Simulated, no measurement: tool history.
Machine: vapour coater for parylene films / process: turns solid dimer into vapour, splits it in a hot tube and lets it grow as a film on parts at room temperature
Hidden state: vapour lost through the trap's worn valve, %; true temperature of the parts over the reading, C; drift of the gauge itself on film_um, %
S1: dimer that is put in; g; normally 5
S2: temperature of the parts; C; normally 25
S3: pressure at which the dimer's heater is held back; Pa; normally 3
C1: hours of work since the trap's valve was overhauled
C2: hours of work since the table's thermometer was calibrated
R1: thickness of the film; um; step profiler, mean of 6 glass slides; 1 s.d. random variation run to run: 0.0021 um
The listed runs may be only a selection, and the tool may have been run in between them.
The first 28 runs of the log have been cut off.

run,hour,S1,S2,S3,C1,C2,R1
29,302.4,4,31,4.05,281,268,0.601
30,318.4,4,31,4.05,290,277,0.603
31,328,4,31,4.05,296,283,0.603
32,342,6,26,6.2,304,291,0.895
33,350.1,2,31,3,309,295,0.321
34,358,2,31,3,313,300,0.319
35,374.8,3,25,3,323,310,0.529
# hour 378.8: gauge calibrated
36,387.4,3,25,9.97,330,317,0.422
37,396.8,2,19,6.84,336,323,0.335
38,404.5,5,25,8.04,340,327,0.735
39,414.2,5,34,11.45,346,333,0.59
40,427.5,5,34,11.45,354,340,0.59
41,439.6,5,17,3,361,348,1.015
42,454.4,8,26,4.94,369,356,1.268

Run 43, settings as shown, results not yet in. Your forecast:
43,470.7,8,26,4.94,379,366,?

Run 43 came out at R1 1.267 um.
With no hidden state in the tool, this same run would have given R1 1.274 um.

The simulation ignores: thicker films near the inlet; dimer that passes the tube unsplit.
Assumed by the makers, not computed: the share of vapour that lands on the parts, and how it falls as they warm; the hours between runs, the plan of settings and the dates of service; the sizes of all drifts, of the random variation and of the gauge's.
